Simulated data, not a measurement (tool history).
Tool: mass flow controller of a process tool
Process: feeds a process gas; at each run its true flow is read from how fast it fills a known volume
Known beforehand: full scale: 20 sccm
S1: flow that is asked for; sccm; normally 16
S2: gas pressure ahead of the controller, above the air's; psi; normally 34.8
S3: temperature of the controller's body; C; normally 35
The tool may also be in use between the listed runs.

Run 1, hour 0: usual settings. Result: true flow (%) 100.14.
Run 2, hour 70.3: usual settings but S3 39 C. Result: true flow (%) 100.11.
Run 3, hour 152.4: usual settings but S3 39 C. Result: true flow (%) 100.3.
Run 4, hour 227.2: usual settings but S3 39 C. Result: true flow (%) 100.15.
Run 5, hour 299.2: usual settings but S3 39 C. Result: true flow (%) 100.07.
Run 6, hour 402.7: usual settings but S3 39 C. Result: true flow (%) 100.
Run 7, hour 482.6: usual settings but S3 39 C. Result: true flow (%) 99.9.
Run 8, hour 606: usual settings but S2 24.9 psi, S3 39 C. Result: true flow (%) 100.
Run 9, hour 680.7: usual settings but S2 24.9 psi, S3 39 C. Result: true flow (%) 99.84.
Run 10, hour 792.4: usual settings but S2 24.9 psi, S3 39 C. Result: true flow (%) 99.72.
Run 11, hour 856.2: usual settings but S2 25.7 psi. Result: true flow (%) 99.52.
Run 12, hour 969.9: usual settings but S3 38 C. Result: true flow (%) 99.29.
Run 13, hour 1082.5: usual settings but S1 4 sccm, S3 38 C. Result: true flow (%) 97.71.
Run 14, hour 1150.1: usual settings but S1 4 sccm, S3 38 C. Result: true flow (%) 97.7.
Run 15, hour 1253.6: usual settings. Result: true flow (%) 98.83.
Run 16, hour 1370.9: usual settings. Result: true flow (%) 98.74.
Run 17, hour 1496.3: usual settings. Result: true flow (%) 98.67.
Run 18, hour 1593.6: usual settings. Result: true flow (%) 98.58.
Run 19, hour 1668: usual settings. Result: true flow (%) 98.52.
Run 20, hour 1768.7: usual settings but S2 35.2 psi. Result: true flow (%) 98.41.
Run 21, hour 1846.5: usual settings but S2 35.2 psi. Result: true flow (%) 98.09.
Run 22, hour 1932.4: usual settings but S1 3 sccm, S2 28 psi. Result: true flow (%) 96.75.
Run 23, hour 1988.2: usual settings but S1 3 sccm, S2 28 psi. Result: true flow (%) 96.75.
Run 24, hour 2050.5: usual settings but S2 27.6 psi. Result: true flow (%) 98.16.
Run 25, hour 2163.8: usual settings but S2 26.1 psi, S3 24 C. Result: true flow (%) 97.26.
At hour 2173.3: gauge calibrated.
Run 26, hour 2278.2: usual settings but S2 40.3 psi, S3 20 C. Result: true flow (%) 98.73.
Run 27, hour 2382.4: usual settings but S3 36 C. Result: true flow (%) 100.09.
Run 28, hour 2499.2: usual settings but S1 7 sccm, S2 30.3 psi, S3 20 C. Result: true flow (%) 97.78.
Run 29, hour 2551.9: usual settings but S1 10 sccm, S2 32.6 psi, S3 37 C. Result: true flow (%) 99.24.
Run 30, hour 2631.2: usual settings but S1 10 sccm, S2 32.6 psi, S3 37 C. Result: true flow (%) 99.02.
Run 31, hour 2752.1: usual settings but S1 10 sccm, S2 32.6 psi, S3 37 C. Result: true flow (%) 98.84.
Run 32, hour 2817.5: usual settings but S1 10 sccm, S2 32.6 psi, S3 37 C. Result: true flow (%) 98.94.
Run 33, hour 2925.6: usual settings but S1 10 sccm, S2 32.3 psi, S3 37 C. Result: true flow (%) 98.67.
Run 34, hour 3040.9: usual settings but S1 2 sccm, S2 40.3 psi, S3 26 C. Result: true flow (%) 96.78.
Run 35, hour 3094.5: usual settings but S1 2 sccm, S2 22.2 psi, S3 24 C. Result: true flow (%) 96.9.
Run 36, hour 3150.6: usual settings but S1 9 sccm, S2 32.1 psi, S3 30 C. Result: true flow (%) 97.94.
Run 37, hour 3269.3: usual settings but S1 9 sccm, S2 32.1 psi, S3 30 C. Result: true flow (%) 97.84.
Run 38, hour 3346.5: usual settings but S1 4 sccm, S2 38.4 psi. Result: true flow (%) 97.37.

Branching from run 38: 5 alternative next runs. What would each branch give?
Run A, hour 3429.1: usual settings but S1 3 sccm, S2 20.3 psi, S3 31 C. Result: true flow (%) ?.
Run B, hour 3429.1: usual settings but S1 11 sccm. Result: true flow (%) ?.
Run C, hour 3429.1: usual settings but S2 21.5 psi. Result: true flow (%) ?.
Run D, hour 3429.1: usual settings but S1 15 sccm, S2 35.8 psi, S3 31 C. Result: true flow (%) ?.
Run E, hour 3429.1: usual settings but S3 31 C. Result: true flow (%) ?.

run  true flow (%)
  A          97.22
  B          98.09
  C          99.07
  D          98.42
  E          98.69
With no hidden state in the tool, these same runs would have given:
run  true flow (%)
  A          98.41
  B          99.31
  C         100.31
  D          99.65
  E          99.92
